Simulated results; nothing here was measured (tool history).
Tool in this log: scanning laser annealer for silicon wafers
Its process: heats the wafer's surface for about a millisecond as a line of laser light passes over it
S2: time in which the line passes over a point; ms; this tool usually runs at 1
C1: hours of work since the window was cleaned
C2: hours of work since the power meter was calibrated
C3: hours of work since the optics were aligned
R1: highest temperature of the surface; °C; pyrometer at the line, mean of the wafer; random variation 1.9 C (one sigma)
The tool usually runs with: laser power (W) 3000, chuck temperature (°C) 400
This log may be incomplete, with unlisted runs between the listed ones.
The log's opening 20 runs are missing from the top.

run 21 day=13.546 | laser_power_(W)=3278 S2=1.05 chuck_temperature_(°C)=405 | C1=37 C2=621 C3=1395 | R1=1202
run 22 day=14.279 | laser_power_(W)=2673 S2=0.84 chuck_temperature_(°C)=406 | C1=50 C2=634 C3=1408 | R1=948
run 23 day=15.275 | laser_power_(W)=2673 S2=0.84 chuck_temperature_(°C)=406 | C1=67 C2=651 C3=1425 | R1=951
run 24 day=15.775 | laser_power_(W)=2673 S2=0.84 chuck_temperature_(°C)=406 | C1=76 C2=660 C3=1434 | R1=946
run 25 day=16.725 | laser_power_(W)=3000 S2=1 chuck_temperature_(°C)=432 | C1=93 C2=677 C3=1451 | R1=1119
run 26 day=17.621 | laser_power_(W)=3279 S2=1 chuck_temperature_(°C)=432 | C1=109 C2=693 C3=1467 | R1=1203
run 27 day=18.296 | laser_power_(W)=2601 S2=0.8 chuck_temperature_(°C)=380 | C1=121 C2=705 C3=1479 | R1=880
run 28 day=18.829 | laser_power_(W)=2646 S2=0.88 chuck_temperature_(°C)=376 | C1=130 C2=714 C3=1488 | R1=920
run 29 day=19.592 | laser_power_(W)=2608 S2=1.22 chuck_temperature_(°C)=386 | C1=144 C2=728 C3=1502 | R1=1032
run 30 day=20.025 | laser_power_(W)=2608 S2=1.22 chuck_temperature_(°C)=386 | C1=151 C2=736 C3=1510 | R1=1031
run 31 day=20.7 | laser_power_(W)=2608 S2=1.22 chuck_temperature_(°C)=386 | C1=163 C2=747 C3=1521 | R1=1034
run 32 day=21.325 | laser_power_(W)=3075 S2=0.81 chuck_temperature_(°C)=370 | C1=174 C2=759 C3=1533 | R1=991
run 33 day=21.788 | laser_power_(W)=3075 S2=0.81 chuck_temperature_(°C)=370 | C1=183 C2=767 C3=1541 | R1=993
run 34 day=22.308 | laser_power_(W)=2889 S2=1.11 chuck_temperature_(°C)=400 | C1=192 C2=776 C3=1550 | R1=1087
run 35 day=22.796 | laser_power_(W)=2889 S2=1.11 chuck_temperature_(°C)=400 | C1=200 C2=785 C3=1559 | R1=1090
run 36 day=23.442 | laser_power_(W)=2889 S2=1.11 chuck_temperature_(°C)=400 | C1=212 C2=796 C3=1570 | R1=1086
run 37 day=24.342 | laser_power_(W)=2889 S2=1.11 chuck_temperature_(°C)=400 | C1=228 C2=812 C3=1586 | R1=1087

Below are 4 alternative next runs, each starting from the tool's condition after run 37. Predict each:
run A day=24.967 | laser_power_(W)=3175 S2=1.11 chuck_temperature_(°C)=400 | C1=239 C2=823 C3=1597 | R1=?
run B day=24.967 | laser_power_(W)=3043 S2=1 chuck_temperature_(°C)=407 | C1=239 C2=823 C3=1597 | R1=?
run C day=24.967 | laser_power_(W)=3141 S2=0.86 chuck_temperature_(°C)=399 | C1=239 C2=823 C3=1597 | R1=?
run D day=24.967 | laser_power_(W)=2639 S2=0.96 chuck_temperature_(°C)=400 | C1=239 C2=823 C3=1597 | R1=?

run=A R1=1166
run=B R1=1093
run=C R1=1052
run=D R1=960
Without the tool's unlogged condition, the same runs would have read:
run=A R1=1210
run=B R1=1132
run=C R1=1089
run=D R1=992
